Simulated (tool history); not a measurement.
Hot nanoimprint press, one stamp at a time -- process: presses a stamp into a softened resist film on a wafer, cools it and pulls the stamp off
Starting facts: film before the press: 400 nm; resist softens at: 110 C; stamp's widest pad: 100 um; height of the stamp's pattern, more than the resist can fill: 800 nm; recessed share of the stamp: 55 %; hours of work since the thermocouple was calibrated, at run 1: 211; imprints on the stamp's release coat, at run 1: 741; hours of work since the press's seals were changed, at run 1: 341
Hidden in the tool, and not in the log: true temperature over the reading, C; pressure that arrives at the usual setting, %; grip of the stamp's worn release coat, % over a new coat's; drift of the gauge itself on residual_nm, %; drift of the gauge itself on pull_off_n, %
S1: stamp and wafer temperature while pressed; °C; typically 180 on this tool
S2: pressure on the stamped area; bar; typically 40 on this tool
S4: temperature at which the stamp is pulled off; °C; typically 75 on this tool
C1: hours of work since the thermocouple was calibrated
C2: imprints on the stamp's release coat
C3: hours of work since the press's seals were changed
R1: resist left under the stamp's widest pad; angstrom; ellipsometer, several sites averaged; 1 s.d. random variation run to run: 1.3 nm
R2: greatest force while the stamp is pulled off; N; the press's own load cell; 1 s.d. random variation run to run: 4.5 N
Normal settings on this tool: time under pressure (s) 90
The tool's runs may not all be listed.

{"run": 1, "day": 0.0, "S1": 180, "S2": 40, "time under pressure (s)": 90, "S4": 75, "C1": 211, "C2": 741, "C3": 341, "R1": 2008, "R2": 222}
{"run": 2, "day": 2.146, "S1": 180, "S2": 40, "time under pressure (s)": 90, "S4": 75, "C1": 236, "C2": 830, "C3": 366, "R1": 2030, "R2": 214}
{"run": 3, "day": 4.642, "S1": 180, "S2": 53.8, "time under pressure (s)": 90, "S4": 75, "C1": 265, "C2": 933, "C3": 396, "R1": 1764, "R2": 218}
{"run": 4, "day": 7.7, "S1": 180, "S2": 53.8, "time under pressure (s)": 90, "S4": 75, "C1": 301, "C2": 1059, "C3": 432, "R1": 1750, "R2": 226}
{"run": 5, "day": 9.888, "S1": 180, "S2": 40, "time under pressure (s)": 90, "S4": 60, "C1": 327, "C2": 1149, "C3": 457, "R1": 2036, "R2": 239}
{"day": 11.479, "done": "stamp cleaned and given a new release coat"}
{"run": 6, "day": 12.188, "S1": 180, "S2": 40, "time under pressure (s)": 90, "S4": 75, "C1": 351, "C2": 29, "C3": 481, "R1": 2008, "R2": 219}
{"run": 7, "day": 14.462, "S1": 180, "S2": 40, "time under pressure (s)": 90, "S4": 75, "C1": 378, "C2": 123, "C3": 508, "R1": 2015, "R2": 217}
{"run": 8, "day": 16.767, "S1": 180, "S2": 40, "time under pressure (s)": 90, "S4": 75, "C1": 405, "C2": 218, "C3": 535, "R1": 2033, "R2": 215}
{"day": 18.075, "done": "press's hydraulic seals changed and the load cell set to zero"}
{"run": 9, "day": 19.429, "S1": 180, "S2": 40, "time under pressure (s)": 90, "S4": 75, "C1": 433, "C2": 315, "C3": 16, "R1": 2000, "R2": 217}
{"day": 20.154, "done": "plate thermocouple calibrated"}
{"run": 10, "day": 23.092, "S1": 180, "S2": 40, "time under pressure (s)": 90, "S4": 75, "C1": 35, "C2": 461, "C3": 58, "R1": 2032, "R2": 211}
{"run": 11, "day": 26.896, "S1": 180, "S2": 40, "time under pressure (s)": 90, "S4": 75, "C1": 79, "C2": 618, "C3": 102, "R1": 2008, "R2": 228}
{"run": 12, "day": 29.362, "S1": 180, "S2": 40, "time under pressure (s)": 90, "S4": 75, "C1": 108, "C2": 720, "C3": 131, "R1": 1999, "R2": 220}
{"run": 13, "day": 33.212, "S1": 170, "S2": 40, "time under pressure (s)": 90, "S4": 75, "C1": 154, "C2": 879, "C3": 177, "R1": 2747, "R2": 211}
{"run": 14, "day": 36.65, "S1": 170, "S2": 40, "time under pressure (s)": 90, "S4": 75, "C1": 194, "C2": 1021, "C3": 217, "R1": 2757, "R2": 222}
{"run": 15, "day": 40.221, "S1": 170, "S2": 40, "time under pressure (s)": 90, "S4": 75, "C1": 236, "C2": 1168, "C3": 259, "R1": 2765, "R2": 217}
{"day": 41.458, "done": "stamp cleaned and given a new release coat"}
{"run": 16, "day": 43.983, "S1": 191, "S2": 27.7, "time under pressure (s)": 99, "S4": 75, "C1": 277, "C2": 105, "C3": 300, "R1": 1593, "R2": 216}
{"run": 17, "day": 45.683, "S1": 171, "S2": 60.7, "time under pressure (s)": 90, "S4": 75, "C1": 297, "C2": 175, "C3": 320, "R1": 2325, "R2": 222}
{"run": 18, "day": 49.15, "S1": 180, "S2": 37.3, "time under pressure (s)": 52, "S4": 75, "C1": 338, "C2": 318, "C3": 361, "R1": 2448, "R2": 226}
{"run": 19, "day": 50.896, "S1": 180, "S2": 37.3, "time under pressure (s)": 136, "S4": 75, "C1": 359, "C2": 390, "C3": 382, "R1": 1795, "R2": 218}
{"run": 20, "day": 53.258, "S1": 180, "S2": 56.5, "time under pressure (s)": 136, "S4": 75, "C1": 386, "C2": 488, "C3": 409, "R1": 1468, "R2": 224}
{"run": 21, "day": 56.767, "S1": 184, "S2": 36.6, "time under pressure (s)": 136, "S4": 72, "C1": 428, "C2": 633, "C3": 451, "R1": 1529, "R2": 219}
{"day": 57.983, "done": "plate thermocouple calibrated"}
{"run": 22, "day": 60.042, "S1": 184, "S2": 36.6, "time under pressure (s)": 99, "S4": 61, "C1": 24, "C2": 763, "C3": 488, "R1": 1762, "R2": 232}
{"run": 23, "day": 62.121, "S1": 184, "S2": 36.6, "time under pressure (s)": 99, "S4": 61, "C1": 49, "C2": 849, "C3": 512, "R1": 1747, "R2": 231}
{"day": 65.275, "done": "press's hydraulic seals changed and the load cell set to zero"}
{"run": 24, "day": 66.117, "S1": 181, "S2": 28.9, "time under pressure (s)": 90, "S4": 68, "C1": 92, "C2": 1000, "C3": 10, "R1": 2230, "R2": 224}
{"run": 25, "day": 69.346, "S1": 181, "S2": 43.4, "time under pressure (s)": 90, "S4": 68, "C1": 130, "C2": 1134, "C3": 48, "R1": 1887, "R2": 232}
{"day": 71.45, "done": "stamp cleaned and given a new release coat"}
{"run": 26, "day": 71.608, "S1": 185, "S2": 45.1, "time under pressure (s)": 79, "S4": 82, "C1": 153, "C2": 7, "C3": 72, "R1": 1690, "R2": 209}
{"run": 27, "day": 73.2, "S1": 180, "S2": 40, "time under pressure (s)": 114, "S4": 60, "C1": 172, "C2": 73, "C3": 90, "R1": 1843, "R2": 239}
{"run": 28, "day": 75.883, "S1": 180, "S2": 49.2, "time under pressure (s)": 114, "S4": 80, "C1": 204, "C2": 183, "C3": 122, "R1": 1666, "R2": 210}
{"run": 29, "day": 79.662, "S1": 180, "S2": 49.2, "time under pressure (s)": 114, "S4": 80, "C1": 248, "C2": 340, "C3": 166, "R1": 1677, "R2": 214}

Take each entry between the runs: how does the hidden state at the last listed run before it differ from the hidden state at the first listed run after it?
Logged between run 5 and run 6: stamp cleaned and given a new release coat (day 11.479)
  true temperature over the reading, C: -0.06 -> -0.07; pressure that arrives at the usual setting, %: 99.9 -> 99.89; grip of the stamp's worn release coat, % over a new coat's: 0.5 -> 0
Logged between run 8 and run 9: press's hydraulic seals changed and the load cell set to zero (day 18.075)
  pressure that arrives at the usual setting, %: 99.88 -> 99.98
Logged between run 9 and run 10: plate thermocouple calibrated (day 20.154)
  true temperature over the reading, C: -0.08 -> -0.01; pressure that arrives at the usual setting, %: 99.98 -> 99.97; grip of the stamp's worn release coat, % over a new coat's: 0.1 -> 0.2
Logged between run 15 and run 16: stamp cleaned and given a new release coat (day 41.458)
  pressure that arrives at the usual setting, %: 99.93 -> 99.92; grip of the stamp's worn release coat, % over a new coat's: 0.6 -> 0
Logged between run 21 and run 22: plate thermocouple calibrated (day 57.983)
  true temperature over the reading, C: -0.08 -> -0.01; pressure that arrives at the usual setting, %: 99.89 -> 99.88; grip of the stamp's worn release coat, % over a new coat's: 0.3 -> 0.4
Logged between run 23 and run 24: press's hydraulic seals changed and the load cell set to zero (day 65.275)
  true temperature over the reading, C: -0.01 -> -0.02; pressure that arrives at the usual setting, %: 99.87 -> 100; grip of the stamp's worn release coat, % over a new coat's: 0.4 -> 0.5
Logged between run 25 and run 26: stamp cleaned and given a new release coat (day 71.45)
  grip of the stamp's worn release coat, % over a new coat's: 0.5 -> 0
